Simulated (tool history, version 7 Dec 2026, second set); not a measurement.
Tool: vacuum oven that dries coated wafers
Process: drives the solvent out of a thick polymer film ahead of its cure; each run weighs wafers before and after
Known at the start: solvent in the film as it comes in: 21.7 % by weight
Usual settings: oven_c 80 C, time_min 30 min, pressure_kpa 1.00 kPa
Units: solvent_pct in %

run 1 day=0.000 | oven_c=80 time_min=30 pressure_kpa=1.00 | solvent_pct=4.27
run 2 day=0.908 | oven_c=80 time_min=30 pressure_kpa=1.00 | solvent_pct=4.39
run 3 day=1.671 | oven_c=80 time_min=30 pressure_kpa=1.00 | solvent_pct=4.32
run 4 day=2.721 | oven_c=80 time_min=30 pressure_kpa=1.00 | solvent_pct=4.52
run 5 day=3.983 | oven_c=80 time_min=30 pressure_kpa=1.00 | solvent_pct=4.48
run 6 day=5.196 | oven_c=80 time_min=30 pressure_kpa=1.00 | solvent_pct=4.30
run 7 day=5.929 | oven_c=80 time_min=30 pressure_kpa=1.00 | solvent_pct=4.45
run 8 day=7.379 | oven_c=80 time_min=30 pressure_kpa=1.00 | solvent_pct=4.43
run 9 day=8.983 | oven_c=80 time_min=50 pressure_kpa=1.00 | solvent_pct=2.14
run 10 day=9.925 | oven_c=80 time_min=50 pressure_kpa=1.00 | solvent_pct=2.33
run 11 day=11.158 | oven_c=80 time_min=50 pressure_kpa=1.00 | solvent_pct=2.32
run 12 day=11.892 | oven_c=66 time_min=30 pressure_kpa=1.00 | solvent_pct=10.39
run 13 day=12.821 | oven_c=80 time_min=30 pressure_kpa=1.00 | solvent_pct=4.54
run 14 day=14.454 | oven_c=80 time_min=30 pressure_kpa=1.00 | solvent_pct=4.47
run 15 day=15.133 | oven_c=80 time_min=44 pressure_kpa=1.00 | solvent_pct=2.77
run 16 day=16.162 | oven_c=80 time_min=44 pressure_kpa=1.00 | solvent_pct=2.78
run 17 day=17.625 | oven_c=76 time_min=30 pressure_kpa=1.00 | solvent_pct=6.13
run 18 day=18.738 | oven_c=76 time_min=30 pressure_kpa=1.00 | solvent_pct=6.11
run 19 day=20.083 | oven_c=76 time_min=30 pressure_kpa=1.00 | solvent_pct=6.07
run 20 day=20.971 | oven_c=76 time_min=30 pressure_kpa=1.00 | solvent_pct=6.12
run 21 day=22.571 | oven_c=80 time_min=30 pressure_kpa=1.00 | solvent_pct=4.72
run 22 day=23.562 | oven_c=80 time_min=30 pressure_kpa=1.00 | solvent_pct=4.58
run 23 day=24.729 | oven_c=80 time_min=30 pressure_kpa=1.00 | solvent_pct=4.65
run 24 day=26.333 | oven_c=80 time_min=30 pressure_kpa=1.00 | solvent_pct=4.68
run 25 day=27.112 | oven_c=89 time_min=28 pressure_kpa=1.00 | solvent_pct=2.12
run 26 day=28.762 | oven_c=69 time_min=34 pressure_kpa=1.71 | solvent_pct=9.40
run 27 day=30.400 | oven_c=76 time_min=35 pressure_kpa=2.25 | solvent_pct=6.63
run 28 day=31.275 | oven_c=76 time_min=35 pressure_kpa=2.25 | solvent_pct=6.68
run 29 day=32.617 | oven_c=68 time_min=45 pressure_kpa=0.88 | solvent_pct=7.35
run 30 day=33.583 | oven_c=80 time_min=25 pressure_kpa=3.45 | solvent_pct=7.69
run 31 day=34.338 | oven_c=80 time_min=31 pressure_kpa=3.45 | solvent_pct=6.55
run 32 day=35.946 | oven_c=80 time_min=31 pressure_kpa=3.45 | solvent_pct=6.66
run 33 day=36.775 | oven_c=67 time_min=25 pressure_kpa=2.01 | solvent_pct=12.42
run 34 day=38.042 | oven_c=80 time_min=27 pressure_kpa=0.82 | solvent_pct=5.14
run 35 day=39.000 | oven_c=93 time_min=30 pressure_kpa=3.01 | solvent_pct=2.54
run 36 day=40.254 | oven_c=93 time_min=19 pressure_kpa=0.82 | solvent_pct=2.62
run 37 day=41.912 | oven_c=70 time_min=42 pressure_kpa=0.82 | solvent_pct=6.85
run 38 day=42.638 | oven_c=93 time_min=48 pressure_kpa=1.00 | solvent_pct=0.82
run 39 day=44.029 | oven_c=80 time_min=30 pressure_kpa=2.16 | solvent_pct=5.64
run 40 day=45.475 | oven_c=75 time_min=30 pressure_kpa=1.00 | solvent_pct=6.80
run 41 day=46.212 | oven_c=75 time_min=30 pressure_kpa=1.00 | solvent_pct=7.01
run 42 day=47.433 | oven_c=76 time_min=50 pressure_kpa=0.54 | solvent_pct=3.38
run 43 day=48.896 | oven_c=68 time_min=36 pressure_kpa=0.54 | solvent_pct=8.51
run 44 day=50.038 | oven_c=68 time_min=36 pressure_kpa=0.54 | solvent_pct=8.53
run 45 day=51.554 | oven_c=79 time_min=30 pressure_kpa=0.96 | solvent_pct=5.24
run 46 day=52.488 | oven_c=80 time_min=23 pressure_kpa=2.78 | solvent_pct=7.66
run 47 day=53.608 | oven_c=80 time_min=25 pressure_kpa=0.58 | solvent_pct=5.67

Forecast each of these 4 alternatives for the next run:
run A day=54.971 | oven_c=86 time_min=19 pressure_kpa=1.00 | solvent_pct=?
run B day=54.971 | oven_c=65 time_min=25 pressure_kpa=1.58 | solvent_pct=?
run C day=54.971 | oven_c=80 time_min=25 pressure_kpa=1.47 | solvent_pct=?
run D day=54.971 | oven_c=72 time_min=31 pressure_kpa=0.74 | solvent_pct=?

run=A solvent_pct=5.28
run=B solvent_pct=12.94
run=C solvent_pct=6.45
run=D solvent_pct=7.84
Without the tool's hidden state the same runs would have given:
run=A solvent_pct=4.62
run=B solvent_pct=12.15
run=C solvent_pct=5.70
run=D solvent_pct=7.01
